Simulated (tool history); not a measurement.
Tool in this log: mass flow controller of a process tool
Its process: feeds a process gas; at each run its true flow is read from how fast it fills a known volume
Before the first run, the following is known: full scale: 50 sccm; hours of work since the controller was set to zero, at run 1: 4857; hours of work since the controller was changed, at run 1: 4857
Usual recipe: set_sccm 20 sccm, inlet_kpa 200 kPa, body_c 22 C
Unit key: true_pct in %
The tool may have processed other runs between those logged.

| run | hour | set_sccm | inlet_kpa | body_c | hours of work since the controller was set to zero | hours of work since the controller was changed | true_pct |
|---|---|---|---|---|---|---|---|
| 1 | 0 | 20 | 200 | 22 | 4857 | 4857 | 96.12 |
|  | 354 | controller's zero set anew |
| 2 | 468.5 | 20 | 237 | 22 | 86 | 5207 | 99.23 |
| 3 | 703 | 20 | 237 | 22 | 261 | 5382 | 99.05 |
| 4 | 1082.8 | 20 | 237 | 22 | 545 | 5666 | 98.88 |
| 5 | 1396.4 | 20 | 200 | 29 | 779 | 5900 | 98.8 |
| 6 | 1724.5 | 20 | 200 | 29 | 1024 | 6145 | 98.6 |
| 7 | 2065.1 | 20 | 200 | 29 | 1279 | 6400 | 98.54 |
| 8 | 2505.8 | 36 | 157 | 23 | 1608 | 6729 | 99.73 |
| 9 | 2871.1 | 36 | 157 | 23 | 1881 | 7002 | 99.68 |
| 10 | 3415 | 8 | 159 | 38 | 2287 | 7409 | 94.96 |

Branching from run 10: 3 alternative next runs. What would each branch give?
| A | 3888.6 | 8 | 159 | 27 | 2641 | 7762 | ? |
| B | 3888.6 | 20 | 146 | 22 | 2641 | 7762 | ? |
| C | 3888.6 | 12 | 159 | 38 | 2641 | 7762 | ? |

| run | true_pct |
|---|---|
| A | 94.67 |
| B | 98.26 |
| C | 96.04 |
Without the tool's unlogged condition, the same runs would have read:
| run | true_pct |
|---|---|
| A | 99.01 |
| B | 99.61 |
| C | 98.72 |
